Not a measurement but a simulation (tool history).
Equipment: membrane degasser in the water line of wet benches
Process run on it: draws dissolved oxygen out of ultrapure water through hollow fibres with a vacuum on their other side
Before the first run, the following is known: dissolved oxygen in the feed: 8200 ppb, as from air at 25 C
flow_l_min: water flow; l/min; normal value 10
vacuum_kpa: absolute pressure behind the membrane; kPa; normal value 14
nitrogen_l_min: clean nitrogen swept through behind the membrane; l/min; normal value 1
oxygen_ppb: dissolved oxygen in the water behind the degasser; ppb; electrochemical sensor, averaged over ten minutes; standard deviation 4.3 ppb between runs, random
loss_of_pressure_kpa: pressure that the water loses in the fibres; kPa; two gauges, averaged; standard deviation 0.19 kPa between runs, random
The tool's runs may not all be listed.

{"run": 1, "hour": 0.0, "flow_l_min": 10, "vacuum_kpa": 14, "nitrogen_l_min": 1, "oxygen_ppb": 459.6, "loss_of_pressure_kpa": 42.33}
{"run": 2, "hour": 86.9, "flow_l_min": 10, "vacuum_kpa": 14, "nitrogen_l_min": 1, "oxygen_ppb": 460.9, "loss_of_pressure_kpa": 42.17}
{"run": 3, "hour": 143.6, "flow_l_min": 10, "vacuum_kpa": 14, "nitrogen_l_min": 1, "oxygen_ppb": 463.3, "loss_of_pressure_kpa": 41.91}
{"run": 4, "hour": 208.2, "flow_l_min": 10, "vacuum_kpa": 9.4, "nitrogen_l_min": 1, "oxygen_ppb": 363.6, "loss_of_pressure_kpa": 42.1}
{"run": 5, "hour": 293.4, "flow_l_min": 10, "vacuum_kpa": 9.4, "nitrogen_l_min": 1, "oxygen_ppb": 364.7, "loss_of_pressure_kpa": 42.03}
{"run": 6, "hour": 356.3, "flow_l_min": 10, "vacuum_kpa": 9.4, "nitrogen_l_min": 1, "oxygen_ppb": 360.5, "loss_of_pressure_kpa": 41.97}
{"run": 7, "hour": 396.7, "flow_l_min": 10, "vacuum_kpa": 14, "nitrogen_l_min": 1, "oxygen_ppb": 467.1, "loss_of_pressure_kpa": 42.04}
{"run": 8, "hour": 461.4, "flow_l_min": 10, "vacuum_kpa": 14, "nitrogen_l_min": 1, "oxygen_ppb": 465, "loss_of_pressure_kpa": 42.56}
{"run": 9, "hour": 521.2, "flow_l_min": 10, "vacuum_kpa": 11.1, "nitrogen_l_min": 1, "oxygen_ppb": 398.7, "loss_of_pressure_kpa": 42.31}
{"run": 10, "hour": 594.8, "flow_l_min": 10, "vacuum_kpa": 11.1, "nitrogen_l_min": 1, "oxygen_ppb": 412.1, "loss_of_pressure_kpa": 42}
{"run": 11, "hour": 651.4, "flow_l_min": 13, "vacuum_kpa": 14, "nitrogen_l_min": 1, "oxygen_ppb": 690.8, "loss_of_pressure_kpa": 55.43}
{"run": 12, "hour": 695.8, "flow_l_min": 13, "vacuum_kpa": 14, "nitrogen_l_min": 1, "oxygen_ppb": 706.5, "loss_of_pressure_kpa": 55.05}
{"run": 13, "hour": 782.7, "flow_l_min": 13, "vacuum_kpa": 14, "nitrogen_l_min": 1, "oxygen_ppb": 692.9, "loss_of_pressure_kpa": 55.15}
{"run": 14, "hour": 829.5, "flow_l_min": 13, "vacuum_kpa": 14, "nitrogen_l_min": 1, "oxygen_ppb": 699.9, "loss_of_pressure_kpa": 54.9}
{"run": 15, "hour": 890.3, "flow_l_min": 11, "vacuum_kpa": 15.8, "nitrogen_l_min": 1, "oxygen_ppb": 584.4, "loss_of_pressure_kpa": 46.75}
{"run": 16, "hour": 925.3, "flow_l_min": 13, "vacuum_kpa": 20.4, "nitrogen_l_min": 1, "oxygen_ppb": 880.1, "loss_of_pressure_kpa": 55.12}
{"run": 17, "hour": 969.0, "flow_l_min": 13, "vacuum_kpa": 30.3, "nitrogen_l_min": 0.97, "oxygen_ppb": 1139.2, "loss_of_pressure_kpa": 54.95}
{"hour": 974.6, "done": "vacuum gauge calibrated"}
{"run": 18, "hour": 1009.7, "flow_l_min": 9, "vacuum_kpa": 31.1, "nitrogen_l_min": 0.87, "oxygen_ppb": 805.8, "loss_of_pressure_kpa": 38.19}
{"run": 19, "hour": 1061.0, "flow_l_min": 10, "vacuum_kpa": 24.6, "nitrogen_l_min": 1.42, "oxygen_ppb": 578.1, "loss_of_pressure_kpa": 42.53}
{"run": 20, "hour": 1146.0, "flow_l_min": 10, "vacuum_kpa": 9.8, "nitrogen_l_min": 1.42, "oxygen_ppb": 341.7, "loss_of_pressure_kpa": 42.23}
{"run": 21, "hour": 1194.2, "flow_l_min": 6, "vacuum_kpa": 12.1, "nitrogen_l_min": 1, "oxygen_ppb": 190.3, "loss_of_pressure_kpa": 25.55}
{"hour": 1202.1, "done": "vacuum gauge calibrated, once more"}
{"run": 22, "hour": 1237.8, "flow_l_min": 8, "vacuum_kpa": 11.8, "nitrogen_l_min": 1.12, "oxygen_ppb": 276.8, "loss_of_pressure_kpa": 34.08}
{"run": 23, "hour": 1286.8, "flow_l_min": 8, "vacuum_kpa": 11.8, "nitrogen_l_min": 1.12, "oxygen_ppb": 275.7, "loss_of_pressure_kpa": 34.07}
{"run": 24, "hour": 1325.5, "flow_l_min": 10, "vacuum_kpa": 15.6, "nitrogen_l_min": 2.4, "oxygen_ppb": 351.3, "loss_of_pressure_kpa": 42.56}

Estimate the outcome of run 25 from the log above:
{"run": 25, "hour": 1412.3, "flow_l_min": 14, "vacuum_kpa": 10, "nitrogen_l_min": 0.6, "oxygen_ppb": "?", "loss_of_pressure_kpa": "?"}

{"run 25": {"oxygen_ppb": 778.1, "loss_of_pressure_kpa": 59.81}}
On a tool with no hidden condition, and with the same random variation, this run would have come out at oxygen_ppb 725.7 ppb, loss_of_pressure_kpa 57.64 kPa.
